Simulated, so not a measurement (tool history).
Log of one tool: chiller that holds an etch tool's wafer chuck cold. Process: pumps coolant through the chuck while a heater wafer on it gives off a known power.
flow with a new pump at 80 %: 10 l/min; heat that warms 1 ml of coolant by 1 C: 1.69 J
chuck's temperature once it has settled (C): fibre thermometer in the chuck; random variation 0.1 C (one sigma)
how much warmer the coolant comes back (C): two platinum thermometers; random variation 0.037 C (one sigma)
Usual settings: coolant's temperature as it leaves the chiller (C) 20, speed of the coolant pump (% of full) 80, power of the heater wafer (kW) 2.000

run	hour	coolant's temperature as it leaves the chiller (C)	speed of the coolant pump (% of full)	power of the heater wafer (kW)	chuck's temperature once it has settled (C)	how much warmer the coolant comes back (C)
1	0.0	20	80	2.000	40.1	7.17
2	17.3	20	80	2.000	40.2	7.16
3	39.3	20	80	2.000	40.1	7.25
4	63.3	20	80	2.000	40.1	7.15
5	82.7	20	80	2.472	44.6	8.89
6	100.8	20	78	2.000	40.7	7.43
7	119.8	20	68	2.000	43.6	8.55
8	138.7	20	68	2.000	43.5	8.63

Run 9 comes next. What will it give?
9	173.3	20	68	2.000	?	?

chuck's temperature once it has settled (C): 43.5
how much warmer the coolant comes back (C): 8.63
Without the tool's hidden state the same run would have given chuck's temperature once it has settled (C) 42.2, how much warmer the coolant comes back (C) 8.49.

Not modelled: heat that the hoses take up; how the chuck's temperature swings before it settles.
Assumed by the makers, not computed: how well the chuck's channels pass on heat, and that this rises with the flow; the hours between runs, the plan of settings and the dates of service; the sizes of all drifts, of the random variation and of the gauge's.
